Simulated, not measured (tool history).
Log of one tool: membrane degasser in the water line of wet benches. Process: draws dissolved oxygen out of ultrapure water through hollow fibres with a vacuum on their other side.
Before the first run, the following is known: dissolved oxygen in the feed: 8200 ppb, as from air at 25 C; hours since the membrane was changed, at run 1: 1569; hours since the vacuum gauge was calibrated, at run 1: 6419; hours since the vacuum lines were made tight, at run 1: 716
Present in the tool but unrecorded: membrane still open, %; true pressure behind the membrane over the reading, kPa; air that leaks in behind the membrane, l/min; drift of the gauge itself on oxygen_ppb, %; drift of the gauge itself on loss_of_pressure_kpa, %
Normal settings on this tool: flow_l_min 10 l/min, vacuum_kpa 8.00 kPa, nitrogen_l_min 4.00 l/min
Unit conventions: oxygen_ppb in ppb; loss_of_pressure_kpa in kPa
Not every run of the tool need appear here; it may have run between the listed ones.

run	hour	flow_l_min	vacuum_kpa	nitrogen_l_min	hours since the membrane was changed	hours since the vacuum gauge was calibrated	hours since the vacuum lines were made tight	oxygen_ppb	loss_of_pressure_kpa
1	0.0	10	8.00	4.00	1569	6419	716	33.0	45.17
2	131.7	10	8.00	3.82	1701	6550	847	34.8	45.12
3	218.7	8	8.00	3.82	1787	6637	934	27.3	36.15
4	340.8	10	8.00	4.00	1910	6759	1056	33.2	45.09
5	465.1	9	8.00	4.00	2034	6884	1181	30.0	40.80
6	600.0	10	5.12	4.00	2169	7019	1316	15.5	45.46
7	691.4	13	8.00	4.00	2260	7110	1407	45.4	58.62
8	811.3	13	8.00	4.00	2380	7230	1527	45.5	58.78
9	870.2	10	8.00	4.00	2439	7289	1586	34.0	45.21
10	996.1	10	8.00	4.00	2565	7415	1712	33.7	45.45
11	1095.9	10	8.00	4.00	2665	7515	1812	33.8	45.15
12	1207.3	10	8.00	4.00	2776	7626	1923	33.6	45.15
13	1313.5	10	8.00	4.00	2882	7732	2029	33.5	45.09
# hour 1391.9: vacuum gauge calibrated
14	1427.2	10	8.00	4.00	2996	35	2142	31.4	45.29
15	1509.2	10	8.00	4.00	3078	117	2224	31.8	45.43
16	1623.7	10	8.00	4.00	3192	232	2339	31.6	45.07
17	1709.4	11	8.00	4.00	3278	318	2425	36.1	50.10
18	1795.5	8	10.76	8.84	3364	404	2511	18.4	36.25
19	1858.2	9	8.00	8.42	3427	466	2573	14.5	40.74
20	1939.4	10	5.99	2.84	3508	548	2655	26.7	45.56
21	2007.2	11	5.99	6.55	3576	615	2722	15.0	50.11
22	2106.0	11	5.99	6.55	3674	714	2821	15.1	49.83
23	2216.6	11	5.99	6.55	3785	825	2932	14.7	50.03
24	2287.0	11	5.99	6.55	3855	895	3002	15.1	50.09
25	2432.3	10	5.92	10.29	4001	1040	3148	9.0	45.64
26	2557.7	11	11.23	3.95	4126	1166	3273	58.6	50.06
27	2666.8	12	6.21	3.95	4235	1275	3382	27.0	54.60
28	2776.0	15	10.09	3.58	4344	1384	3491	79.5	68.22
29	2852.0	15	10.09	3.58	4420	1460	3567	79.2	68.42
30	2977.6	15	10.09	11.56	4546	1586	3693	30.8	68.63
31	3063.0	15	10.09	11.56	4631	1671	3778	31.1	68.78
32	3170.7	9	8.00	6.53	4739	1779	3886	18.1	41.42
33	3303.3	9	8.00	6.53	4872	1911	4019	18.4	41.16

Predict each of these 3 candidate next runs independently; none follows another, all start after run 33:
A	3392.2	11	10.48	7.21	4960	2000	4107	?	?
B	3392.2	8	15.80	6.53	4960	2000	4107	?	?
C	3392.2	9	8.00	8.50	4960	2000	4107	?	?

run	oxygen_ppb	loss_of_pressure_kpa
A	31.4	50.24
B	40.7	36.10
C	14.3	40.77
Without the tool's hidden state the same runs would have given:
run	oxygen_ppb	loss_of_pressure_kpa
A	30.0	49.14
B	39.3	35.30
C	13.5	39.88
